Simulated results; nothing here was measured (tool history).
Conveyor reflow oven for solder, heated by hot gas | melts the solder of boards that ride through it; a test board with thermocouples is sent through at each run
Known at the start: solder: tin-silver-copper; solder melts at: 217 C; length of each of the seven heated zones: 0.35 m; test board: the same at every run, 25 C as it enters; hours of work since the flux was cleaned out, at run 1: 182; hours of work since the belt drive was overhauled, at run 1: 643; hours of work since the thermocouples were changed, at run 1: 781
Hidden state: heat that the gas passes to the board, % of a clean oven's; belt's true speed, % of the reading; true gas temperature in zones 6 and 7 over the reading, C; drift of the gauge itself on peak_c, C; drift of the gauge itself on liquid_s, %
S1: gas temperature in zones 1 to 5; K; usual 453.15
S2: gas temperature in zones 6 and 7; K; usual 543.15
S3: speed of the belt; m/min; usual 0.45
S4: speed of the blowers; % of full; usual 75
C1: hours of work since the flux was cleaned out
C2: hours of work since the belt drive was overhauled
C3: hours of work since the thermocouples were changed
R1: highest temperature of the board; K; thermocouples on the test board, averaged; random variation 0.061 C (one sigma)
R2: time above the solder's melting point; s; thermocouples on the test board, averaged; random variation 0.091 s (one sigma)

| run | hour | S1 | S2 | S3 | S4 | C1 | C2 | C3 | R1 | R2 |
|---|---|---|---|---|---|---|---|---|---|---|
| 1 | 0 | 453.15 | 543.15 | 0.45 | 75 | 182 | 643 | 781 | 529.7 | 77.02 |
| 2 | 24.2 | 439.15 | 543.15 | 0.45 | 75 | 197 | 658 | 796 | 527.44 | 68.95 |
|  | 48.6 | flux residue cleaned out of gas plates and filters |
| 3 | 55.9 | 439.15 | 543.15 | 0.45 | 75 | 5 | 675 | 813 | 528.47 | 70.38 |
| 4 | 87.5 | 439.15 | 547.15 | 0.45 | 75 | 24 | 694 | 832 | 532.01 | 72.98 |
| 5 | 106.6 | 439.15 | 547.15 | 0.45 | 75 | 36 | 706 | 844 | 531.89 | 73 |
| 6 | 133.3 | 439.15 | 547.15 | 0.45 | 75 | 52 | 722 | 860 | 531.98 | 72.77 |
| 7 | 159.4 | 439.15 | 547.15 | 0.45 | 75 | 69 | 739 | 877 | 531.76 | 72.8 |
| 8 | 192.6 | 453.15 | 543.15 | 0.45 | 58 | 89 | 759 | 897 | 525.51 | 72.36 |
| 9 | 214.2 | 453.15 | 543.15 | 0.45 | 58 | 103 | 773 | 911 | 525.41 | 72.19 |
|  | 226.9 | thermocouples of zones 6 and 7 changed |
| 10 | 240.5 | 453.15 | 543.15 | 0.45 | 55 | 118 | 788 | 8 | 523.34 | 70.04 |
| 11 | 254.9 | 453.15 | 543.15 | 0.389 | 75 | 127 | 797 | 17 | 533.1 | 93.29 |
| 12 | 280.2 | 462.15 | 543.15 | 0.45 | 75 | 142 | 812 | 33 | 530.8 | 82.45 |
| 13 | 304 | 465.15 | 543.15 | 0.45 | 75 | 157 | 827 | 48 | 531.14 | 84.46 |
| 14 | 332.3 | 465.15 | 543.15 | 0.45 | 75 | 174 | 844 | 65 | 531.11 | 84.72 |
| 15 | 360.5 | 465.15 | 543.15 | 0.45 | 75 | 192 | 862 | 83 | 531.25 | 84.39 |
| 16 | 378.8 | 453.15 | 538.15 | 0.38 | 75 | 203 | 873 | 94 | 528.97 | 92.69 |
|  | 393.2 | flux residue cleaned out of gas plates and filters |
| 17 | 397.8 | 453.15 | 538.15 | 0.38 | 75 | 3 | 882 | 103 | 529.77 | 93.72 |
| 18 | 412.4 | 453.15 | 538.15 | 0.38 | 75 | 12 | 891 | 112 | 529.82 | 93.81 |
| 19 | 444.9 | 453.15 | 538.15 | 0.38 | 75 | 32 | 911 | 132 | 529.66 | 93.63 |
| 20 | 472.1 | 453.15 | 539.15 | 0.38 | 59 | 49 | 928 | 149 | 527.23 | 89.86 |
| 21 | 490.1 | 453.15 | 539.15 | 0.38 | 59 | 60 | 939 | 160 | 527.1 | 89.87 |
| 22 | 505.3 | 467.15 | 542.15 | 0.524 | 82 | 69 | 949 | 169 | 528.88 | 71.9 |
| 23 | 530.6 | 463.15 | 543.15 | 0.477 | 75 | 85 | 964 | 185 | 530.08 | 77.74 |
| 24 | 553.4 | 453.15 | 543.15 | 0.449 | 75 | 99 | 978 | 199 | 530.06 | 78.01 |
| 25 | 582.9 | 440.15 | 544.15 | 0.45 | 75 | 117 | 997 | 217 | 528.79 | 71.27 |
| 26 | 609.3 | 440.15 | 544.15 | 0.45 | 75 | 134 | 1013 | 234 | 528.74 | 71.14 |
| 27 | 638.2 | 440.15 | 539.15 | 0.45 | 62 | 152 | 1031 | 252 | 520.38 | 62.05 |
| 28 | 656.6 | 440.15 | 539.15 | 0.45 | 62 | 163 | 1042 | 263 | 520.26 | 62.08 |
| 29 | 675.3 | 444.15 | 551.15 | 0.463 | 79 | 175 | 1054 | 275 | 535.5 | 75.56 |
| 30 | 692.6 | 444.15 | 539.15 | 0.463 | 79 | 185 | 1065 | 285 | 524.84 | 67.78 |

4 ways to go on from here, each from the tool as it stands after run 30. What would each give?
|  | 698.1 | belt drive overhauled, speed set with a stopwatch |
| A | 721 | 453.15 | 555.15 | 0.508 | 77 | 201 | 14 | 300 | ? | ? |
|  | 698.1 | belt drive overhauled, speed set with a stopwatch |
| B | 721 | 453.15 | 537.15 | 0.45 | 75 | 201 | 14 | 300 | ? | ? |
|  | 698.1 | belt drive overhauled, speed set with a stopwatch |
| C | 721 | 440.15 | 539.15 | 0.476 | 89 | 201 | 14 | 300 | ? | ? |
|  | 698.1 | belt drive overhauled, speed set with a stopwatch |
| D | 721 | 454.15 | 555.15 | 0.45 | 75 | 201 | 14 | 300 | ? | ? |

| run | R1 | R2 |
|---|---|---|
| A | 536.26 | 70.7 |
| B | 523.99 | 71.45 |
| C | 525.12 | 63.74 |
| D | 539.96 | 83.37 |
Without the tool's hidden state the same runs would have given:
| run | R1 | R2 |
|---|---|---|
| A | 537.1 | 71.28 |
| B | 524.5 | 72.2 |
| C | 525.89 | 64.72 |
| D | 540.59 | 83.76 |
